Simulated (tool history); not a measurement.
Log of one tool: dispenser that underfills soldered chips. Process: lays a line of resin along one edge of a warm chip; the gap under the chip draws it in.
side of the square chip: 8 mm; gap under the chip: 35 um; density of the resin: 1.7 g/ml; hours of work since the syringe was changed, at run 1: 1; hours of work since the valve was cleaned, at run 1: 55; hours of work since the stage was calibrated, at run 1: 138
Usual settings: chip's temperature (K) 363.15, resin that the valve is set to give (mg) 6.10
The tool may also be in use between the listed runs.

| run | hour | chip's temperature (K) | resin that the valve is set to give (mg) | hours of work since the syringe was changed | hours of work since the valve was cleaned | hours of work since the stage was calibrated | time until the resin shows at the far edge (s) | resin that the valve gave (mg) |
|---|---|---|---|---|---|---|---|---|
| 1 | 0.0 | 363.15 | 6.10 | 1 | 55 | 138 | 111.2 | 5.79 |
| 2 | 7.1 | 363.15 | 6.10 | 5 | 59 | 143 | 135.4 | 5.74 |
|  | 10.6 | new syringe of resin |
| 3 | 14.9 | 363.15 | 6.10 | 3 | 64 | 147 | 120.3 | 5.78 |
| 4 | 20.1 | 352.15 | 6.10 | 6 | 67 | 151 | 223.4 | 5.70 |
|  | 22.3 | new syringe of resin |
| 5 | 27.4 | 352.15 | 6.10 | 3 | 71 | 155 | 196.1 | 5.70 |
|  | 34.3 | new syringe of resin |
| 6 | 35.1 | 368.15 | 6.75 | 1 | 76 | 160 | 88.1 | 6.29 |
| 7 | 41.3 | 353.15 | 6.75 | 4 | 80 | 163 | 197.9 | 6.35 |
| 8 | 45.4 | 366.15 | 7.20 | 7 | 82 | 166 | 128.1 | 6.63 |
|  | 46.1 | new syringe of resin |
| 9 | 52.7 | 365.15 | 6.83 | 4 | 87 | 170 | 117.2 | 6.30 |
|  | 58.0 | new syringe of resin |
| 10 | 61.0 | 355.15 | 5.36 | 2 | 92 | 175 | 167.9 | 4.93 |

How the hidden state differs across the entries between the runs, from the last listed run before each to the first after it:
Between runs 2 and 3: new syringe of resin (hour 10.6)
  resin's viscosity, % of fresh resin's: 127.4 -> 113.3; dose that the valve gives, % of what is set: 94.86 -> 94.5; true chip temperature over the reading, C: 0.72 -> 0.74
  measured less the result without the state, time until the resin shows at the far edge (s): +26.7 -> +11.7; resin that the valve gave (mg): -0.31 -> -0.33
Between runs 4 and 5: new syringe of resin (hour 22.3)
  resin's viscosity, % of fresh resin's: 131.3 -> 117.8; dose that the valve gives, % of what is set: 94.24 -> 93.89; true chip temperature over the reading, C: 0.75 -> 0.76
  measured less the result without the state, time until the resin shows at the far edge (s): +49.1 -> +25.5; resin that the valve gave (mg): -0.35 -> -0.38
Between runs 5 and 6: new syringe of resin (hour 34.3)
  resin's viscosity, % of fresh resin's: 117.8 -> 102.2; dose that the valve gives, % of what is set: 93.89 -> 93.48; true chip temperature over the reading, C: 0.76 -> 0.78
  measured less the result without the state, time until the resin shows at the far edge (s): +25.5 -> -0.4; resin that the valve gave (mg): -0.38 -> -0.44
Between runs 8 and 9: new syringe of resin (hour 46.1)
  resin's viscosity, % of fresh resin's: 136.8 -> 120.4; dose that the valve gives, % of what is set: 93 -> 92.66; true chip temperature over the reading, C: 0.81 -> 0.82
  measured less the result without the state, time until the resin shows at the far edge (s): +31.7 -> +17.1; resin that the valve gave (mg): -0.51 -> -0.50
Between runs 9 and 10: new syringe of resin (hour 58.0)
  resin's viscosity, % of fresh resin's: 120.4 -> 110; dose that the valve gives, % of what is set: 92.66 -> 92.2; true chip temperature over the reading, C: 0.82 -> 0.84
  measured less the result without the state, time until the resin shows at the far edge (s): +17.1 -> +13.0; resin that the valve gave (mg): -0.50 -> -0.42

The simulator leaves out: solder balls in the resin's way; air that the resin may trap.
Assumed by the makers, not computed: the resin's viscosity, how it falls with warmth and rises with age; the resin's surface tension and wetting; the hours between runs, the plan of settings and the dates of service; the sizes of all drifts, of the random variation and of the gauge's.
